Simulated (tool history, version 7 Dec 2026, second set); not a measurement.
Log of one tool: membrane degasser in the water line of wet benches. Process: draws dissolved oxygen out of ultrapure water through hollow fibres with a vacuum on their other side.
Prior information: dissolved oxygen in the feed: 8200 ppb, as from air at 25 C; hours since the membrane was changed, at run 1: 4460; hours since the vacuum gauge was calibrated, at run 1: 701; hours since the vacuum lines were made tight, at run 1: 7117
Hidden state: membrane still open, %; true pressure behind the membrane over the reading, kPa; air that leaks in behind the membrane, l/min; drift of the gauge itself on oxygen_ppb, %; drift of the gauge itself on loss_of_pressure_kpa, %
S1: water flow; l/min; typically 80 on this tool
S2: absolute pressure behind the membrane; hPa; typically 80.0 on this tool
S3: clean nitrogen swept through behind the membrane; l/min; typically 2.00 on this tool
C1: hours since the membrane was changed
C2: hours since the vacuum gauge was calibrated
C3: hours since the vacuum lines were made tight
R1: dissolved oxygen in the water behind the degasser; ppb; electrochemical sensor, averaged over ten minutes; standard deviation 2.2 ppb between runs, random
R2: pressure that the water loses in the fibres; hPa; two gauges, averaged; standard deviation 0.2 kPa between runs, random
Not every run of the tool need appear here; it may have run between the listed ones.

| run | hour | S1 | S2 | S3 | C1 | C2 | C3 | R1 | R2 |
|---|---|---|---|---|---|---|---|---|---|
| 1 | 0.0 | 80 | 80.0 | 2.00 | 4460 | 701 | 7117 | 375.2 | 446.7 |
| 2 | 184.0 | 80 | 80.0 | 2.00 | 4644 | 885 | 7301 | 379.6 | 449.4 |
| 3 | 296.1 | 80 | 80.0 | 2.00 | 4756 | 997 | 7413 | 375.8 | 445.9 |
| 4 | 411.4 | 80 | 80.0 | 2.00 | 4871 | 1112 | 7528 | 377.9 | 448.7 |
|  | 508.6 | seals of the vacuum lines changed |
| 5 | 594.3 | 80 | 80.0 | 2.00 | 5052 | 1293 | 86 | 376.9 | 450.6 |
| 6 | 674.0 | 80 | 80.0 | 1.04 | 5132 | 1373 | 165 | 599.6 | 450.9 |
| 7 | 794.2 | 80 | 69.8 | 1.04 | 5252 | 1493 | 286 | 488.3 | 455.3 |
| 8 | 885.8 | 82 | 80.0 | 2.00 | 5343 | 1585 | 377 | 389.4 | 462.3 |
| 9 | 967.8 | 53 | 80.0 | 2.00 | 5425 | 1667 | 459 | 269.7 | 301.4 |
| 10 | 1097.7 | 53 | 80.0 | 2.00 | 5555 | 1797 | 589 | 269.9 | 299.4 |
| 11 | 1188.7 | 53 | 58.1 | 2.00 | 5646 | 1888 | 680 | 152.0 | 300.2 |
| 12 | 1334.0 | 116 | 80.0 | 1.22 | 5792 | 2033 | 825 | 706.4 | 653.7 |
| 13 | 1433.5 | 116 | 80.0 | 1.22 | 5891 | 2132 | 925 | 713.2 | 655.7 |
| 14 | 1588.0 | 116 | 80.0 | 1.22 | 6046 | 2287 | 1079 | 713.6 | 658.1 |
| 15 | 1733.9 | 116 | 80.0 | 1.22 | 6192 | 2433 | 1225 | 706.5 | 655.8 |

Below, some changes in R1 between adjacent runs. For each, the amount present without the hidden state too (settings, incoming material, random variation) and the amount remaining for the hidden state with gauge scatter not shared by both compared results:
Run 11 -> 12: S1 53 -> 116, S2 58.1 -> 80.0, S3 2.00 -> 1.22. R1 +554.4 ppb: hidden state +11.1, all else +543.3.
